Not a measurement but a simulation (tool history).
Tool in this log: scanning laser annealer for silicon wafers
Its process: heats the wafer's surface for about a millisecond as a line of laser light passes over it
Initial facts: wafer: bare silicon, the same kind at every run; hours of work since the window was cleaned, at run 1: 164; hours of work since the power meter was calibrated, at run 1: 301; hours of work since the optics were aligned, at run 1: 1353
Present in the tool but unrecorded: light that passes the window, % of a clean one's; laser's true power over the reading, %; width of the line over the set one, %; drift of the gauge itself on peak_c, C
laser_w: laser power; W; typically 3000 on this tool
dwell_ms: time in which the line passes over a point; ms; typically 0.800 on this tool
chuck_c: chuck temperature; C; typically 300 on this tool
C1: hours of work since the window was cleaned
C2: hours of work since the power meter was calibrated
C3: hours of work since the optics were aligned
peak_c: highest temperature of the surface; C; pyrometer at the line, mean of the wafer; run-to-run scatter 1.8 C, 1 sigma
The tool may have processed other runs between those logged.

{"run": 1, "day": 0.0, "laser_w": 3000, "dwell_ms": 0.8, "chuck_c": 300, "C1": 164, "C2": 301, "C3": 1353, "peak_c": 992}
{"run": 2, "day": 0.6, "laser_w": 3000, "dwell_ms": 0.8, "chuck_c": 300, "C1": 174, "C2": 311, "C3": 1363, "peak_c": 997}
{"run": 3, "day": 1.2, "laser_w": 2942, "dwell_ms": 0.8, "chuck_c": 300, "C1": 183, "C2": 320, "C3": 1372, "peak_c": 974}
{"run": 4, "day": 1.871, "laser_w": 2942, "dwell_ms": 0.8, "chuck_c": 333, "C1": 194, "C2": 331, "C3": 1383, "peak_c": 1006}
{"run": 5, "day": 2.575, "laser_w": 2942, "dwell_ms": 0.8, "chuck_c": 333, "C1": 205, "C2": 342, "C3": 1394, "peak_c": 1003}
{"run": 6, "day": 3.162, "laser_w": 2942, "dwell_ms": 0.8, "chuck_c": 333, "C1": 214, "C2": 351, "C3": 1403, "peak_c": 1003}
{"run": 7, "day": 3.462, "laser_w": 2942, "dwell_ms": 0.8, "chuck_c": 333, "C1": 219, "C2": 356, "C3": 1408, "peak_c": 1004}
{"run": 8, "day": 4.067, "laser_w": 2942, "dwell_ms": 0.8, "chuck_c": 333, "C1": 228, "C2": 365, "C3": 1418, "peak_c": 1007}
{"run": 9, "day": 4.767, "laser_w": 2942, "dwell_ms": 0.8, "chuck_c": 333, "C1": 239, "C2": 376, "C3": 1429, "peak_c": 1004}
{"run": 10, "day": 5.488, "laser_w": 3000, "dwell_ms": 0.8, "chuck_c": 322, "C1": 251, "C2": 388, "C3": 1440, "peak_c": 1007}
{"run": 11, "day": 6.129, "laser_w": 3000, "dwell_ms": 0.8, "chuck_c": 322, "C1": 261, "C2": 398, "C3": 1450, "peak_c": 1002}
{"run": 12, "day": 6.438, "laser_w": 3000, "dwell_ms": 0.8, "chuck_c": 322, "C1": 266, "C2": 403, "C3": 1455, "peak_c": 1003}
{"run": 13, "day": 7.138, "laser_w": 3000, "dwell_ms": 0.8, "chuck_c": 322, "C1": 277, "C2": 414, "C3": 1466, "peak_c": 1003}
{"run": 14, "day": 7.654, "laser_w": 3204, "dwell_ms": 0.8, "chuck_c": 335, "C1": 285, "C2": 422, "C3": 1474, "peak_c": 1066}

Run 15, settings as shown, results not yet in. Your forecast:
{"run": 15, "day": 8.338, "laser_w": 2886, "dwell_ms": 0.628, "chuck_c": 268, "C1": 296, "C2": 433, "C3": 1485, "peak_c": "?"}

Run 15 came out at peak_c 835 C.
With the hidden condition absent and the run-to-run variation left alone, this run would have shown peak_c 866 C.
